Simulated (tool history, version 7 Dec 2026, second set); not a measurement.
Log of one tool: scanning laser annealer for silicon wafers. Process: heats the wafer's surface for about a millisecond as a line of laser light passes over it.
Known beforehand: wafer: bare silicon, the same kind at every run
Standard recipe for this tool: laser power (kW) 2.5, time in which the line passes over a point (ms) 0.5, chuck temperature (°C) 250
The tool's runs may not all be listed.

| run | hour | laser power (kW) | time in which the line passes over a point (ms) | chuck temperature (°C) | highest temperature of the surface (°C) |
|---|---|---|---|---|---|
| 1 | 0 | 2.5 | 0.5 | 250 | 1052 |
| 2 | 30.9 | 2.5 | 0.5 | 250 | 1051 |
| 3 | 60.4 | 2.5 | 0.5 | 250 | 1048 |
| 4 | 90.1 | 2.5 | 0.5 | 250 | 1045 |
| 5 | 109.6 | 2.5 | 0.595 | 250 | 1125 |
| 6 | 145.8 | 2.5 | 0.595 | 268 | 1143 |
| 7 | 176.7 | 2.5 | 0.5 | 250 | 1043 |
| 8 | 207 | 2.5 | 0.5 | 250 | 1042 |
| 9 | 225.9 | 2.736 | 0.5 | 250 | 1124 |
| 10 | 241.6 | 2.736 | 0.5 | 250 | 1124 |
| 11 | 260.5 | 2.736 | 0.5 | 268 | 1139 |
| 12 | 293.4 | 2.736 | 0.5 | 268 | 1140 |
| 13 | 324.2 | 2.736 | 0.5 | 268 | 1137 |
| 14 | 361.2 | 2.736 | 0.5 | 268 | 1135 |
| 15 | 385 | 2.5 | 0.5 | 250 | 1030 |
| 16 | 414.6 | 2.5 | 0.5 | 250 | 1030 |
| 17 | 436 | 2.5 | 0.5 | 250 | 1027 |
| 18 | 473.7 | 2.5 | 0.5 | 250 | 1028 |
| 19 | 496.5 | 2.5 | 0.5 | 250 | 1026 |
| 20 | 530.4 | 2.5 | 0.5 | 250 | 1021 |
| 21 | 552.3 | 2.249 | 0.377 | 253 | 843 |
| 22 | 576.8 | 2.5 | 0.5 | 252 | 1024 |
| 23 | 605.3 | 2.203 | 0.55 | 276 | 979 |
| 24 | 622.4 | 2.5 | 0.5 | 270 | 1039 |
| 25 | 651 | 2.634 | 0.472 | 260 | 1051 |
| 26 | 680.7 | 2.727 | 0.506 | 285 | 1136 |
| 27 | 703.8 | 2.281 | 0.492 | 250 | 931 |
| 28 | 739.6 | 2.571 | 0.366 | 278 | 942 |
|  | 743.4 | window over the wafer cleaned |
| 29 | 778.4 | 2.155 | 0.453 | 229 | 821 |
| 30 | 801.6 | 2.32 | 0.5 | 274 | 953 |
| 31 | 832.9 | 2.702 | 0.571 | 250 | 1118 |
| 32 | 870.5 | 2.702 | 0.571 | 254 | 1124 |
| 33 | 893.8 | 2.726 | 0.473 | 250 | 1041 |
|  | 924.7 | window over the wafer cleaned, once more |
| 34 | 932.1 | 2.726 | 0.473 | 250 | 1099 |
| 35 | 960.7 | 2.726 | 0.473 | 250 | 1096 |
| 36 | 997 | 2.449 | 0.464 | 250 | 991 |
| 37 | 1013 | 2.449 | 0.464 | 250 | 990 |
| 38 | 1033.4 | 2.651 | 0.504 | 250 | 1095 |
| 39 | 1059.8 | 2.651 | 0.518 | 226 | 1084 |
| 40 | 1080.4 | 2.5 | 0.409 | 240 | 943 |

Each run again, without the hidden state but with its own random variation kept:
What the log doesn't record here: light that passes the window, % of a clean one's; laser's true power over the reading, %; width of the line over the set one, %; drift of the gauge itself on peak_c, C.
| run | highest temperature of the surface (°C) |
|---|---|
| 1 | 1061 |
| 2 | 1062 |
| 3 | 1060 |
| 4 | 1058 |
| 5 | 1141 |
| 6 | 1161 |
| 7 | 1061 |
| 8 | 1062 |
| 9 | 1146 |
| 10 | 1147 |
| 11 | 1164 |
| 12 | 1166 |
| 13 | 1166 |
| 14 | 1165 |
| 15 | 1059 |
| 16 | 1060 |
| 17 | 1058 |
| 18 | 1060 |
| 19 | 1060 |
| 20 | 1056 |
| 21 | 871 |
| 22 | 1062 |
| 23 | 1015 |
| 24 | 1080 |
| 25 | 1094 |
| 26 | 1184 |
| 27 | 971 |
| 28 | 982 |
| 29 | 876 |
| 30 | 1016 |
| 31 | 1201 |
| 32 | 1209 |
| 33 | 1120 |
| 34 | 1118 |
| 35 | 1116 |
| 36 | 1011 |
| 37 | 1010 |
| 38 | 1119 |
| 39 | 1111 |
| 40 | 965 |
